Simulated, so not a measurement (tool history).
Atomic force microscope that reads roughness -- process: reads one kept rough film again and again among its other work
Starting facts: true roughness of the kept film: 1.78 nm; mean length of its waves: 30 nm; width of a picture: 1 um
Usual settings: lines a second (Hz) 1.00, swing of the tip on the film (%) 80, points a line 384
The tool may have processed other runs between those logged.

run	hour	lines a second (Hz)	swing of the tip on the film (%)	points a line	roughness of the kept film (nm (root mean square))
1	0.0	1.00	80	384	1.525
2	10.8	0.90	80	384	1.521
3	15.8	0.90	80	384	1.509
4	20.6	0.90	80	384	1.519
5	30.2	0.90	80	384	1.507
6	40.2	1.00	67	384	1.545
7	49.0	1.00	68	384	1.535
8	53.6	1.00	60	384	1.552
9	58.1	1.00	60	384	1.536
10	65.1	1.00	60	384	1.551
11	69.9	1.00	80	339	1.474
# hour 78.1: new tip fitted
12	80.8	1.00	80	339	1.555
13	88.5	1.00	80	339	1.552
14	93.2	1.00	55	544	1.653
15	101.2	1.00	55	544	1.646
16	111.6	1.00	55	544	1.628
17	118.2	0.84	80	600	1.555
18	124.8	0.62	61	684	1.628
19	131.4	0.62	61	684	1.621
20	140.2	0.62	61	684	1.608
21	147.6	1.00	72	403	1.548

Forecast each of these 3 alternatives for the next run:
A	158.0	1.00	68	403	?
B	158.0	1.00	70	403	?
C	158.0	2.47	65	437	?

run	roughness of the kept film (nm (root mean square))
A	1.565
B	1.553
C	1.509
The same runs, with their run-to-run variation unchanged, on a tool lacking any hidden condition would have given:
run	roughness of the kept film (nm (root mean square))
A	1.624
B	1.612
C	1.567

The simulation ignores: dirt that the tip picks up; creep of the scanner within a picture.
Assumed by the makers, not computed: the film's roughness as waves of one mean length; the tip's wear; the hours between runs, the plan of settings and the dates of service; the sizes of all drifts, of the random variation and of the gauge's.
